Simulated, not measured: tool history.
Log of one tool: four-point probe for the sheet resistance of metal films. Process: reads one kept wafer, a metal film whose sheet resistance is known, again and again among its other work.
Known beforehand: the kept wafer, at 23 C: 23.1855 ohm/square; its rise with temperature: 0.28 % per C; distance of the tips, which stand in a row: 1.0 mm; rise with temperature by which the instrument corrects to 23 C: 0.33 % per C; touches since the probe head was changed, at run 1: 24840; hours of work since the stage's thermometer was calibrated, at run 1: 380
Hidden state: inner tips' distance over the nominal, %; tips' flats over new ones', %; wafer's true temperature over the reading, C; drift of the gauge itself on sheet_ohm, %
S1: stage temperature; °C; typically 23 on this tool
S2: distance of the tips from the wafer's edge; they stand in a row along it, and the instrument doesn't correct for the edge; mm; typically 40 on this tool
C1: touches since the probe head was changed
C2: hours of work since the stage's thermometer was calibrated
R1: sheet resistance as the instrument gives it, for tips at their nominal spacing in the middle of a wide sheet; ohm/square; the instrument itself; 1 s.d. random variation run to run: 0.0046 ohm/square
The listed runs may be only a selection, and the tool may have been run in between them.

run	hour	S1	S2	C1	C2	R1
1	0	23	40	24840	380	23.22178
2	91.3	23	40	26561	444	23.225235
3	191.8	23	20	28455	514	23.23849
4	267.4	21	40	29879	566	23.246935
5	331.6	23	5	31089	611	23.706377
6	442.7	23	5	33184	688	23.715638
7	539.1	20	40	35000	755	23.259141
8	628.4	20	40	36682	817	23.275336
9	692.6	20	40	37893	861	23.269379
10	746.2	20	40	38903	898	23.279514
11	844	20	40	40746	966	23.2726
12	923.1	25	40	42237	1021	23.207764
13	1032.8	25	40	44305	1097	23.214376
14	1114.2	25	40	45839	1154	23.220383
15	1189.3	25	40	47254	1206	23.215681
16	1247.3	23	40	48347	1246	23.247789
17	1358	25	40	50433	1323	23.224017
18	1425	25	40	51695	1369	23.22099
19	1489.8	25	40	52917	1414	23.232423
20	1606.8	25	40	55122	1495	23.219584
21	1713.1	25	40	57125	1569	23.228576
22	1795.1	25	40	58670	1626	23.228023
23	1859.8	35	24	59891	1671	23.130088
24	1964.4	28	32	61860	1744	23.206578
25	2044.8	23	15	63377	1799	23.312587
26	2098.5	19	4	64388	1837	24.065092
27	2201.8	26	26	66334	1908	23.242832
28	2288	26	3	67960	1968	24.532365
29	2383.8	29	3	69765	2035	24.503754
30	2473.6	25	58	71458	2097	23.243067
31	2536.3	21	32	72640	2140	23.303176
32	2609.7	18	3	74022	2191	24.644362
33	2709.3	19	4	75900	2260	24.083859
34	2804.3	23	40	77690	2326	23.285316
35	2918.5	32	65	79843	2406	23.167484
36	3005.3	31	12	81478	2466	23.257106
37	3088.1	31	12	83038	2523	23.265105
38	3203.1	26	19	85205	2603	23.281568
39	3297	32	10	86975	2668	23.299429
40	3389.3	32	10	88715	2732	23.298507
41	3495.4	32	10	90714	2806	23.29573
42	3583.8	27	19	92380	2867	23.27076
# hour 3653.6: stage's thermometer calibrated
43	3674.3	32	7	94077	14	23.384455

What differs in the tool's unlogged condition from the final listed run ahead of each entry between runs to the first listed run following it?
Logged between run 42 and run 43: stage's thermometer calibrated (hour 3653.6)
  inner tips' distance over the nominal, %: 0.218 -> 0.221; tips' flats over new ones', %: 34 -> 35; wafer's true temperature over the reading, C: 0.73 -> 0.09
  the result without the hidden state subtracted from the measured one, R1: +0.101286 -> +0.061193 ohm/square
